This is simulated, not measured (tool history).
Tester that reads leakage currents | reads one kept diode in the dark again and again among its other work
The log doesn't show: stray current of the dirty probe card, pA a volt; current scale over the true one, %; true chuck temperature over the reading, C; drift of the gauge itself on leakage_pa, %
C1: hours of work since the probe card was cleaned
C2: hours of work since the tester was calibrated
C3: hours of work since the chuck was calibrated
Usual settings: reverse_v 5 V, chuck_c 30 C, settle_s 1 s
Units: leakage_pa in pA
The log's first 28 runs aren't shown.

-- hour=2439.1 probe card cleaned and baked
run 29 hour=2443.5 | reverse_v=16.69 chuck_c=22 settle_s=0.76 | C1=2 C2=2976 C3=1485 | leakage_pa=126.99
-- hour=2454.8 chuck's temperature calibrated
run 30 hour=2498.7 | reverse_v=16.69 chuck_c=22 settle_s=0.76 | C1=32 C2=3005 C3=24 | leakage_pa=115.04
run 31 hour=2615.3 | reverse_v=2.41 chuck_c=26 settle_s=1 | C1=97 C2=3070 C3=89 | leakage_pa=50.02
run 32 hour=2734.5 | reverse_v=5 chuck_c=30 settle_s=0.8 | C1=164 C2=3137 C3=156 | leakage_pa=110.14
run 33 hour=2855.7 | reverse_v=3.71 chuck_c=21 settle_s=1 | C1=231 C2=3204 C3=223 | leakage_pa=42.87
run 34 hour=2933.6 | reverse_v=3.71 chuck_c=21 settle_s=1 | C1=274 C2=3248 C3=267 | leakage_pa=43.03
run 35 hour=3005.3 | reverse_v=14.51 chuck_c=54 settle_s=1 | C1=314 C2=3287 C3=307 | leakage_pa=1405.96
run 36 hour=3102.5 | reverse_v=14.51 chuck_c=42 settle_s=1 | C1=369 C2=3342 C3=361 | leakage_pa=569.45
run 37 hour=3196.5 | reverse_v=14.51 chuck_c=21 settle_s=0.68 | C1=421 C2=3394 C3=413 | leakage_pa=105.76
run 38 hour=3271.6 | reverse_v=5 chuck_c=35 settle_s=1 | C1=463 C2=3436 C3=455 | leakage_pa=171.62
run 39 hour=3393.4 | reverse_v=5 chuck_c=35 settle_s=1 | C1=531 C2=3504 C3=523 | leakage_pa=173.37

5 ways to go on from here, each from the tool as it stands after run 39. What would each give?
run A hour=3495.2 | reverse_v=5.11 chuck_c=48 settle_s=1.12 | C1=587 C2=3560 C3=580 | leakage_pa=?
run B hour=3495.2 | reverse_v=4.99 chuck_c=23 settle_s=0.3 | C1=587 C2=3560 C3=580 | leakage_pa=?
run C hour=3495.2 | reverse_v=5 chuck_c=30 settle_s=0.85 | C1=587 C2=3560 C3=580 | leakage_pa=?
run D hour=3495.2 | reverse_v=5 chuck_c=56 settle_s=3.35 | C1=587 C2=3560 C3=580 | leakage_pa=?
run E hour=3495.2 | reverse_v=10.44 chuck_c=31 settle_s=7.64 | C1=587 C2=3560 C3=580 | leakage_pa=?

run=A leakage_pa=492.27
run=B leakage_pa=66.94
run=C leakage_pa=115.78
run=D leakage_pa=878.54
run=E leakage_pa=195.64
Without the tool's hidden state the same runs would have given:
run=A leakage_pa=472.16
run=B leakage_pa=61.19
run=C leakage_pa=108.12
run=D leakage_pa=846.89
run=E leakage_pa=181.35
